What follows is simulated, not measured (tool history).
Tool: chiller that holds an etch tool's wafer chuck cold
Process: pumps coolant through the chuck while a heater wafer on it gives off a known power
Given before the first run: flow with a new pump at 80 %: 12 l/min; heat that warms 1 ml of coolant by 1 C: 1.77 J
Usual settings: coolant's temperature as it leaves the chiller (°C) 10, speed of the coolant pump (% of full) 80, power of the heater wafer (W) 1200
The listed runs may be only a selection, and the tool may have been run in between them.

| run | hour | coolant's temperature as it leaves the chiller (°C) | speed of the coolant pump (% of full) | power of the heater wafer (W) | chuck's temperature once it has settled (°C) | how much warmer the coolant comes back (C) |
|---|---|---|---|---|---|---|
| 1 | 0.0 | 10 | 80 | 1200 | 20.3 | 3.45 |
| 2 | 46.1 | 10 | 80 | 1200 | 20.4 | 3.47 |
| 3 | 99.8 | 10 | 80 | 1200 | 20.2 | 3.37 |
| 4 | 163.2 | 10 | 80 | 1098 | 19.4 | 3.18 |
| 5 | 202.0 | 10 | 80 | 1098 | 19.3 | 3.09 |
| 6 | 243.6 | 10 | 65 | 1200 | 21.8 | 4.35 |
| 7 | 284.2 | 10 | 65 | 1200 | 21.8 | 4.37 |
| 8 | 328.9 | 0 | 65 | 1200 | 11.6 | 4.36 |

The next listed run, before its measurement:
| 9 | 385.6 | 15 | 84 | 931 | ? | ? |

Run 9 yielded chuck's temperature once it has settled (°C) 22.9, how much warmer the coolant comes back (C) 2.50.
Had the tool carried no hidden state, the very same run would have given chuck's temperature once it has settled (°C) 22.8, how much warmer the coolant comes back (C) 2.47.
